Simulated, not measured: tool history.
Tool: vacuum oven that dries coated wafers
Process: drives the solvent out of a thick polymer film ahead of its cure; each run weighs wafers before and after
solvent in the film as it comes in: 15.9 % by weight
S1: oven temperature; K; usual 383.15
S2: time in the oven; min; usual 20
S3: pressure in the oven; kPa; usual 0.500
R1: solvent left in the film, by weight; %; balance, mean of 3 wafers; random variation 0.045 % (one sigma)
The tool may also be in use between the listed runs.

run   hour      S1  S2     S3    R1
  1    0.0  383.15  20  0.500  2.82
  2   12.7  383.15  20  0.500  2.92
  3   34.2  383.15  20  0.500  2.80
  4   56.3  383.15  20  0.500  2.77
  5   66.5  383.15  20  0.500  2.74
  6   80.2  383.15  20  0.500  2.84
  7   91.0  383.15  20  0.500  2.81
  8  109.7  384.15  20  0.500  2.61
  9  127.8  383.15  20  1.997  3.69
 10  144.8  383.15  20  1.997  3.70
 11  165.6  383.15  19  0.500  3.05
 12  186.7  383.15  19  0.500  3.10
 13  196.0  383.15  20  0.500  2.83
 14  216.9  383.15  20  0.433  2.68
 15  239.7  383.15  13  0.433  4.58
 16  261.9  383.15  27  0.500  1.76
 17  274.8  383.15  27  0.263  1.59
 18  285.1  383.15  27  0.263  1.60
 19  298.7  387.15  20  0.500  2.02
 20  316.5  387.15  20  0.500  2.06
 21  334.6  387.15  20  0.500  1.99
 22  350.3  387.15  20  0.500  1.99
 23  368.0  387.15  20  0.500  1.98
 24  380.4  387.15  20  0.500  1.96
 25  391.4  387.15  20  0.500  2.04
 26  407.3  383.15  21  0.500  2.61
 27  418.0  378.15  20  1.242  4.40
 28  432.1  397.15  11  0.405  2.33
 29  442.8  383.15  20  0.701  2.87
 30  460.8  383.15  20  0.701  2.89
 31  476.5  384.15  28  1.063  1.79
 32  498.6  383.15  20  0.774  2.96

Forecast run 33:
 33  509.5  388.15  14  0.500   ?

Run 33 gave R1 3.12 %.
Without the tool's hidden state the same run would have given R1 3.33 %.
